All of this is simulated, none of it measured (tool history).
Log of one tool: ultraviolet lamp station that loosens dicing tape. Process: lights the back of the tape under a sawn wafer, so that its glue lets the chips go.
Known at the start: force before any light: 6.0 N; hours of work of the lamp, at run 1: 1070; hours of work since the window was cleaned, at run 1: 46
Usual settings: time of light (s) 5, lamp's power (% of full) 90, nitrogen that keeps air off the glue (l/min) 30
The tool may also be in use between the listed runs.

| run | hour | time of light (s) | lamp's power (% of full) | nitrogen that keeps air off the glue (l/min) | hours of work of the lamp | hours of work since the window was cleaned | force that peels the tape off (N) | light that reached the tape (J/m2) |
|---|---|---|---|---|---|---|---|---|
| 1 | 0 | 5 | 90 | 30 | 1070 | 46 | 0.426 | 3540 |
| 2 | 43.5 | 5 | 77 | 30 | 1098 | 74 | 0.614 | 2950 |
| 3 | 93.8 | 5 | 77 | 30 | 1131 | 107 | 0.627 | 2920 |
| 4 | 160.2 | 2 | 90 | 30 | 1173 | 149 | 1.965 | 1310 |
| 5 | 214.3 | 2 | 68 | 30 | 1208 | 184 | 2.583 | 1000 |
| 6 | 303.9 | 2 | 68 | 30 | 1265 | 241 | 2.723 | 990 |
| 7 | 354 | 2 | 68 | 30 | 1298 | 273 | 2.719 | 920 |
| 8 | 415 | 2 | 68 | 30 | 1337 | 312 | 2.792 | 910 |
| 9 | 477.5 | 2 | 68 | 30 | 1377 | 353 | 2.884 | 900 |
| 10 | 548.5 | 5 | 90 | 17 | 1422 | 398 | 0.929 | 2940 |
| 11 | 633.8 | 5 | 90 | 17 | 1477 | 453 | 1.004 | 2790 |
| 12 | 689.2 | 5 | 90 | 30 | 1512 | 488 | 0.672 | 2790 |
| 13 | 744.1 | 5 | 90 | 30 | 1548 | 524 | 0.723 | 2720 |
|  | 766.5 | window cleaned of glue's vapour |
| 14 | 843.5 | 9 | 70 | 12 | 1611 | 49 | 0.659 | 4100 |
| 15 | 938.7 | 9 | 70 | 12 | 1672 | 110 | 0.716 | 3910 |
| 16 | 1021.6 | 6 | 90 | 37 | 1725 | 164 | 0.426 | 3310 |
| 17 | 1065.7 | 6 | 90 | 37 | 1754 | 192 | 0.443 | 3250 |
| 18 | 1126.9 | 9 | 74 | 26 | 1793 | 231 | 0.391 | 3890 |
| 19 | 1169.4 | 3 | 67 | 42 | 1820 | 258 | 2.091 | 1150 |
|  | 1266 | lamp changed |
| 20 | 1271.9 | 3 | 67 | 42 | 4 | 323 | 1.051 | 1970 |
| 21 | 1325.5 | 4 | 64 | 16 | 38 | 358 | 1.283 | 2460 |
| 22 | 1427 | 4 | 64 | 16 | 103 | 423 | 1.329 | 2370 |
| 23 | 1490.6 | 3 | 100 | 12 | 144 | 464 | 1.293 | 2740 |
| 24 | 1537.2 | 3 | 100 | 12 | 174 | 494 | 1.299 | 2700 |
|  | 1611.7 | window cleaned of glue's vapour |
| 25 | 1616 | 3 | 100 | 39 | 224 | 3 | 0.489 | 3060 |
| 26 | 1689.4 | 3 | 66 | 15 | 271 | 50 | 1.786 | 1980 |

Forecast each of these 5 alternatives for the next run:
| A | 1776.7 | 2 | 90 | 30 | 327 | 106 | ? | ? |
| B | 1776.7 | 9 | 66 | 34 | 327 | 106 | ? | ? |
| C | 1776.7 | 3 | 90 | 30 | 327 | 106 | ? | ? |
| D | 1776.7 | 5 | 89 | 29 | 327 | 106 | ? | ? |
| E | 1776.7 | 2 | 90 | 10 | 327 | 106 | ? | ? |

| run | force that peels the tape off (N) | light that reached the tape (J/m2) |
|---|---|---|
| A | 1.483 | 1720 |
| B | 0.188 | 5630 |
| C | 0.811 | 2540 |
| D | 0.325 | 4210 |
| E | 2.48 | 1770 |
Without the tool's hidden state the same runs would have given:
| run | force that peels the tape off (N) | light that reached the tape (J/m2) |
|---|---|---|
| A | 1.27 | 1920 |
| B | 0.171 | 6310 |
| C | 0.66 | 2850 |
| D | 0.267 | 4710 |
| E | 2.231 | 1970 |
